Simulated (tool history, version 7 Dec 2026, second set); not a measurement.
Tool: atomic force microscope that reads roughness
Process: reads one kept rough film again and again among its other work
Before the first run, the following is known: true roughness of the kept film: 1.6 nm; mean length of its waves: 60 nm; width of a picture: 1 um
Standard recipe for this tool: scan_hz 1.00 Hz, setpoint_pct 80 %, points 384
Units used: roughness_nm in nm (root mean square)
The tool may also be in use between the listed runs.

| run | hour | scan_hz | setpoint_pct | points | roughness_nm |
|---|---|---|---|---|---|
| 1 | 0.0 | 1.00 | 80 | 384 | 1.456 |
| 2 | 28.0 | 1.00 | 80 | 384 | 1.448 |
| 3 | 55.9 | 1.00 | 80 | 530 | 1.443 |
| 4 | 73.4 | 1.00 | 67 | 384 | 1.498 |
| 5 | 101.9 | 1.00 | 80 | 384 | 1.436 |
| 6 | 118.8 | 1.00 | 80 | 384 | 1.429 |
| 7 | 143.6 | 1.00 | 56 | 384 | 1.519 |
| 8 | 180.2 | 1.00 | 80 | 384 | 1.423 |
|  | 210.5 | new tip fitted |
| 9 | 217.3 | 1.00 | 80 | 384 | 1.459 |
| 10 | 249.3 | 0.84 | 80 | 384 | 1.468 |
| 11 | 268.2 | 0.84 | 80 | 384 | 1.469 |
| 12 | 292.0 | 0.84 | 80 | 384 | 1.464 |
| 13 | 311.2 | 1.00 | 80 | 384 | 1.440 |
| 14 | 349.8 | 1.00 | 89 | 384 | 1.379 |
| 15 | 371.4 | 1.00 | 89 | 384 | 1.378 |
| 16 | 404.6 | 1.00 | 89 | 384 | 1.367 |
| 17 | 432.5 | 1.00 | 89 | 384 | 1.362 |
| 18 | 456.5 | 1.00 | 89 | 384 | 1.356 |
|  | 459.9 | new tip fitted |
| 19 | 476.0 | 1.00 | 89 | 384 | 1.400 |
| 20 | 506.8 | 1.00 | 61 | 384 | 1.529 |
| 21 | 538.1 | 1.00 | 80 | 384 | 1.448 |
| 22 | 558.8 | 1.00 | 80 | 384 | 1.444 |
| 23 | 598.2 | 1.00 | 80 | 773 | 1.441 |
| 24 | 620.5 | 1.00 | 80 | 773 | 1.437 |
| 25 | 660.0 | 0.94 | 80 | 773 | 1.435 |
| 26 | 684.4 | 0.94 | 80 | 773 | 1.429 |
|  | 707.5 | new tip fitted |
| 27 | 719.5 | 1.00 | 80 | 384 | 1.458 |
| 28 | 751.7 | 0.52 | 64 | 433 | 1.555 |
| 29 | 784.7 | 1.13 | 88 | 854 | 1.376 |
| 30 | 824.4 | 1.13 | 88 | 854 | 1.370 |
| 31 | 844.5 | 1.13 | 88 | 1007 | 1.367 |
| 32 | 880.7 | 1.13 | 87 | 332 | 1.368 |
| 33 | 902.9 | 1.00 | 88 | 470 | 1.379 |
| 34 | 932.5 | 0.92 | 67 | 384 | 1.485 |
|  | 957.9 | new tip fitted |
| 35 | 971.0 | 1.78 | 87 | 730 | 1.309 |
| 36 | 1010.5 | 1.78 | 87 | 730 | 1.301 |
| 37 | 1043.4 | 1.79 | 84 | 293 | 1.323 |
| 38 | 1070.9 | 1.79 | 84 | 293 | 1.317 |
| 39 | 1101.0 | 0.99 | 68 | 857 | 1.499 |
| 40 | 1117.3 | 0.99 | 68 | 857 | 1.502 |
| 41 | 1144.8 | 1.98 | 64 | 384 | 1.456 |
| 42 | 1163.1 | 1.98 | 64 | 384 | 1.454 |
| 43 | 1201.1 | 1.98 | 64 | 384 | 1.451 |
|  | 1205.2 | new tip fitted |
| 44 | 1224.5 | 1.00 | 80 | 315 | 1.462 |
| 45 | 1253.4 | 1.00 | 80 | 315 | 1.452 |
| 46 | 1277.2 | 2.09 | 80 | 384 | 1.338 |
| 47 | 1311.8 | 2.16 | 84 | 524 | 1.281 |
| 48 | 1346.6 | 0.59 | 84 | 366 | 1.472 |
| 49 | 1382.6 | 0.59 | 84 | 366 | 1.469 |
| 50 | 1418.6 | 2.29 | 84 | 270 | 1.249 |
| 51 | 1443.9 | 0.63 | 65 | 265 | 1.507 |
|  | 1453.4 | new tip fitted |
| 52 | 1479.7 | 0.98 | 85 | 384 | 1.431 |
| 53 | 1504.1 | 0.98 | 85 | 384 | 1.429 |

Consider 3 possible next runs. They are alternatives, not a sequence: every one starts from the tool as it was left by run 53. What does each give?
| A | 1526.7 | 0.93 | 80 | 960 | ? |
| B | 1526.7 | 1.07 | 85 | 886 | ? |
| C | 1526.7 | 0.76 | 90 | 411 | ? |

| run | roughness_nm |
|---|---|
| A | 1.461 |
| B | 1.412 |
| C | 1.430 |
Stripped of hidden state, with their random variation kept, the same runs would have yielded:
| run | roughness_nm |
|---|---|
| A | 1.464 |
| B | 1.414 |
| C | 1.432 |
